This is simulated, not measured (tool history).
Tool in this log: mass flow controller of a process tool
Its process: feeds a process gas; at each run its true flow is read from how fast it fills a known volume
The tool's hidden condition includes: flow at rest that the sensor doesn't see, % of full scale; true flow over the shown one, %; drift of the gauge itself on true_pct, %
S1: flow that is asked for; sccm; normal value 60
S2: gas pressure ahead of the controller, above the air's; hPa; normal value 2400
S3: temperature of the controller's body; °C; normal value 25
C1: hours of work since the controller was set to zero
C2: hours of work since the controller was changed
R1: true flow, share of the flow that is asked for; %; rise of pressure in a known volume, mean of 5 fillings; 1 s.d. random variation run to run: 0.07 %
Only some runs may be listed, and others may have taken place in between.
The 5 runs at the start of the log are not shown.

| run | day | S1 | S2 | S3 | C1 | C2 | R1 |
|---|---|---|---|---|---|---|---|
| 6 | 63.000 | 60 | 1750 | 25 | 2789 | 2789 | 97.83 |
| 7 | 73.412 | 60 | 1750 | 23 | 2953 | 2953 | 97.83 |
| 8 | 85.867 | 60 | 2060 | 25 | 3149 | 3149 | 97.47 |
| 9 | 94.021 | 60 | 1820 | 25 | 3277 | 3277 | 97.67 |
| 10 | 106.479 | 60 | 2400 | 25 | 3473 | 3473 | 97.06 |
| 11 | 121.312 | 60 | 2400 | 26 | 3707 | 3707 | 97.06 |
| 12 | 128.925 | 60 | 2400 | 32 | 3827 | 3827 | 96.53 |
| 13 | 140.604 | 60 | 2400 | 32 | 4010 | 4010 | 96.52 |
| 14 | 153.096 | 60 | 2400 | 28 | 4207 | 4207 | 96.75 |
| 15 | 168.433 | 60 | 2400 | 28 | 4449 | 4449 | 96.84 |
| 16 | 178.717 | 60 | 2760 | 25 | 4610 | 4610 | 96.85 |
| 17 | 188.850 | 60 | 2760 | 25 | 4770 | 4770 | 96.75 |
|  | 189.612 | controller's zero set anew |
| 18 | 199.012 | 60 | 2760 | 25 | 148 | 4930 | 95.62 |
| 19 | 210.796 | 46 | 2400 | 25 | 333 | 5115 | 94.74 |
| 20 | 220.846 | 46 | 2400 | 25 | 492 | 5273 | 94.82 |
| 21 | 231.733 | 135 | 2400 | 25 | 663 | 5445 | 98.35 |
|  | 241.021 | controller's zero set anew, once more |
| 22 | 245.221 | 135 | 2400 | 25 | 66 | 5657 | 99.70 |
| 23 | 262.067 | 135 | 2400 | 25 | 331 | 5922 | 99.68 |
| 24 | 277.608 | 135 | 2400 | 25 | 576 | 6167 | 99.66 |
| 25 | 294.058 | 84 | 1610 | 22 | 835 | 6426 | 99.83 |
| 26 | 311.896 | 22 | 1940 | 36 | 1116 | 6706 | 96.88 |

What will run 27 give?
|  | 318.308 | controller exchanged for a calibrated one |
| 27 | 322.817 | 22 | 1940 | 36 | 71 | 71 | ? |

{"run 27": {"R1": 96.76}}
If the tool had no hidden condition, the same run with the same run-to-run variation would have returned R1 97.08 %.
